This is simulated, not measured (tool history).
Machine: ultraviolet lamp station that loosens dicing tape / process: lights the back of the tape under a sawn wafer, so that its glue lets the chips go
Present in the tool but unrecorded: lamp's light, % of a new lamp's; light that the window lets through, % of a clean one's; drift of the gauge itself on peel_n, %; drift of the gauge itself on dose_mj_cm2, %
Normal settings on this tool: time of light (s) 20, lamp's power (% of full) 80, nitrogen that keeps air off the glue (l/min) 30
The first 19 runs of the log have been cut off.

run,hour,time of light (s),lamp's power (% of full),nitrogen that keeps air off the glue (l/min),hours of work of the lamp,hours of work since the window was cleaned,force that peels the tape off (N),light that reached the tape (J/m2)
20,352.8,20,80,30,349,205,0.708,1880
21,373.8,32,74,35,363,219,0.229,2710
22,385.7,19,88,23,371,227,0.774,1910
23,407.8,19,88,23,386,242,0.774,1920
24,432.4,16,82,16,403,259,1.615,1520
25,457.7,23,82,11,420,276,1.114,2110
26,475.0,23,82,11,432,288,1.074,2100
27,488.3,23,82,11,440,297,1.042,2130
28,505.5,23,82,11,452,308,1.111,2080
29,523.8,23,82,11,464,320,1.043,2110
30,537.4,20,60,30,474,330,1.421,1320
31,551.2,15,80,30,483,339,1.441,1350
32,565.5,38,80,32,492,349,0.137,3330
33,585.3,38,80,32,506,362,0.132,3360
34,603.0,38,90,32,518,374,0.100,3800
35,616.9,38,69,52,527,383,0.140,2870
# hour 632.9: window cleaned of glue's vapour
36,637.9,38,69,52,541,3,0.127,3030
37,654.3,18,73,10,552,14,1.993,1540
38,678.2,18,73,10,568,31,1.991,1540
39,696.1,18,73,10,580,43,2.011,1480

Each row is a separate what-if for the run after 39, all from the same tool condition, not one after another. Results?
A,710.5,11,73,10,590,52,?,?
B,710.5,12,69,30,590,52,?,?
C,710.5,15,61,37,590,52,?,?
D,710.5,11,61,10,590,52,?,?
E,710.5,25,73,45,590,52,?,?

run,force that peels the tape off (N),light that reached the tape (J/m2)
A,3.537,930
B,2.290,930
C,1.832,1000
D,4.183,760
E,0.401,2110
Without the tool's hidden state the same runs would have given:
run,force that peels the tape off (N),light that reached the tape (J/m2)
A,3.167,1040
B,1.948,1050
C,1.517,1130
D,3.813,860
E,0.286,2380
